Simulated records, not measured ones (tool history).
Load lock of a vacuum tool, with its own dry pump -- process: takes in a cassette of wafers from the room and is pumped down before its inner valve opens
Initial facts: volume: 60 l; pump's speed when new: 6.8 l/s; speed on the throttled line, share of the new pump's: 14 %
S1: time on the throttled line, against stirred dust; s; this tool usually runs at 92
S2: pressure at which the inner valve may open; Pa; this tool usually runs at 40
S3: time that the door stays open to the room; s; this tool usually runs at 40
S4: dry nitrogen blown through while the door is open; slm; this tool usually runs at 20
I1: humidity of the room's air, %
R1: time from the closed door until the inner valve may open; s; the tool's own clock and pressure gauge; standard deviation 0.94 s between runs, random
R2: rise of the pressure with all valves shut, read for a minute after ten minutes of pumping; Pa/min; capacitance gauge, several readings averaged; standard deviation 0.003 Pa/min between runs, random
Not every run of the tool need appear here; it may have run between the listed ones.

{"run": 1, "hour": 0.0, "S1": 92, "S2": 40, "S3": 40, "S4": 20, "I1": 46.7, "R1": 155.3, "R2": 0.118}
{"run": 2, "hour": 130.4, "S1": 92, "S2": 40, "S3": 40, "S4": 20, "I1": 45.3, "R1": 154.2, "R2": 0.111}
{"run": 3, "hour": 401.5, "S1": 92, "S2": 40, "S3": 40, "S4": 20, "I1": 46.8, "R1": 155.3, "R2": 0.126}
{"run": 4, "hour": 524.4, "S1": 92, "S2": 40, "S3": 40, "S4": 20, "I1": 45.7, "R1": 154.7, "R2": 0.131}
{"run": 5, "hour": 729.0, "S1": 92, "S2": 40, "S3": 27, "S4": 20, "I1": 46.3, "R1": 154.9, "R2": 0.122}
{"run": 6, "hour": 1011.9, "S1": 92, "S2": 40, "S3": 27, "S4": 20, "I1": 42.4, "R1": 155.0, "R2": 0.134}
{"run": 7, "hour": 1130.1, "S1": 92, "S2": 40, "S3": 153, "S4": 20, "I1": 47.7, "R1": 155.4, "R2": 0.153}
{"run": 8, "hour": 1321.3, "S1": 92, "S2": 40, "S3": 229, "S4": 20, "I1": 42.0, "R1": 154.8, "R2": 0.159}
{"run": 9, "hour": 1601.7, "S1": 92, "S2": 40, "S3": 229, "S4": 20, "I1": 41.8, "R1": 155.5, "R2": 0.17}
{"run": 10, "hour": 1784.3, "S1": 92, "S2": 66, "S3": 40, "S4": 20, "I1": 42.1, "R1": 152.0, "R2": 0.156}
{"run": 11, "hour": 1909.2, "S1": 92, "S2": 66, "S3": 40, "S4": 20, "I1": 45.2, "R1": 149.1, "R2": 0.163}
{"run": 12, "hour": 2077.0, "S1": 92, "S2": 66, "S3": 40, "S4": 20, "I1": 42.4, "R1": 150.8, "R2": 0.163}
{"run": 13, "hour": 2262.1, "S1": 92, "S2": 66, "S3": 40, "S4": 20, "I1": 44.2, "R1": 150.6, "R2": 0.167}
{"run": 14, "hour": 2528.6, "S1": 92, "S2": 66, "S3": 40, "S4": 20, "I1": 41.8, "R1": 149.5, "R2": 0.179}
{"run": 15, "hour": 2644.4, "S1": 92, "S2": 66, "S3": 40, "S4": 20, "I1": 44.1, "R1": 150.8, "R2": 0.184}
{"run": 16, "hour": 2854.8, "S1": 92, "S2": 31, "S3": 40, "S4": 20, "I1": 46.7, "R1": 160.7, "R2": 0.186}
{"run": 17, "hour": 3026.4, "S1": 92, "S2": 52, "S3": 40, "S4": 20, "I1": 44.6, "R1": 153.7, "R2": 0.191}
{"run": 18, "hour": 3165.0, "S1": 92, "S2": 52, "S3": 40, "S4": 25, "I1": 44.1, "R1": 154.8, "R2": 0.189}
{"run": 19, "hour": 3449.5, "S1": 92, "S2": 40, "S3": 40, "S4": 20, "I1": 44.2, "R1": 156.3, "R2": 0.203}
{"run": 20, "hour": 3595.7, "S1": 79, "S2": 40, "S3": 40, "S4": 20, "I1": 48.5, "R1": 146.9, "R2": 0.212}
{"run": 21, "hour": 3798.5, "S1": 168, "S2": 40, "S3": 33, "S4": 20, "I1": 45.9, "R1": 222.0, "R2": 0.217}
{"run": 22, "hour": 4025.2, "S1": 168, "S2": 40, "S3": 33, "S4": 20, "I1": 41.0, "R1": 220.1, "R2": 0.218}
{"run": 23, "hour": 4255.0, "S1": 122, "S2": 31, "S3": 97, "S4": 7, "I1": 44.1, "R1": 187.8, "R2": 0.254}
{"run": 24, "hour": 4402.7, "S1": 92, "S2": 40, "S3": 142, "S4": 22, "I1": 42.9, "R1": 157.2, "R2": 0.247}
{"run": 25, "hour": 4561.7, "S1": 92, "S2": 40, "S3": 30, "S4": 20, "I1": 42.3, "R1": 157.8, "R2": 0.238}
{"run": 26, "hour": 4732.6, "S1": 92, "S2": 40, "S3": 146, "S4": 7, "I1": 46.5, "R1": 158.4, "R2": 0.28}
{"run": 27, "hour": 4909.7, "S1": 92, "S2": 40, "S3": 146, "S4": 7, "I1": 47.9, "R1": 157.6, "R2": 0.287}
{"run": 28, "hour": 5070.4, "S1": 174, "S2": 61, "S3": 109, "S4": 5, "I1": 45.7, "R1": 222.5, "R2": 0.285}
{"run": 29, "hour": 5208.2, "S1": 92, "S2": 77, "S3": 40, "S4": 8, "I1": 48.2, "R1": 152.4, "R2": 0.281}
{"run": 30, "hour": 5457.9, "S1": 58, "S2": 33, "S3": 78, "S4": 4, "I1": 46.1, "R1": 131.8, "R2": 0.292}
{"run": 31, "hour": 5728.9, "S1": 58, "S2": 33, "S3": 78, "S4": 4, "I1": 47.6, "R1": 132.1, "R2": 0.3}
{"run": 32, "hour": 6001.9, "S1": 58, "S2": 33, "S3": 78, "S4": 4, "I1": 46.3, "R1": 132.2, "R2": 0.311}
{"run": 33, "hour": 6155.5, "S1": 79, "S2": 45, "S3": 35, "S4": 10, "I1": 44.8, "R1": 145.0, "R2": 0.305}
{"run": 34, "hour": 6413.6, "S1": 112, "S2": 40, "S3": 40, "S4": 10, "I1": 43.8, "R1": 179.3, "R2": 0.318}
{"run": 35, "hour": 6601.6, "S1": 112, "S2": 40, "S3": 40, "S4": 10, "I1": 45.5, "R1": 177.6, "R2": 0.317}
{"run": 36, "hour": 6801.1, "S1": 48, "S2": 37, "S3": 28, "S4": 12, "I1": 46.1, "R1": 123.6, "R2": 0.327}
{"run": 37, "hour": 7053.1, "S1": 48, "S2": 30, "S3": 28, "S4": 6, "I1": 45.8, "R1": 113.4, "R2": 0.345}

Put back what was entered between runs (1 entry, withheld): which listed runs does each sit between, and how does the hidden state differ from the listed run before to the listed run after?
Logged between run 36 and run 37: dry pump taken out, an overhauled one fitted (hour 6825.9)
  pump's speed, % of a new pump's: 83.9 -> 98.4; leak at the door's seal, Pa l/s: 0.3072 -> 0.3155
  measured value less the no-hidden-state value, R1: +12.2 -> +1.0 s; R2: +0.308 -> +0.315 Pa/min
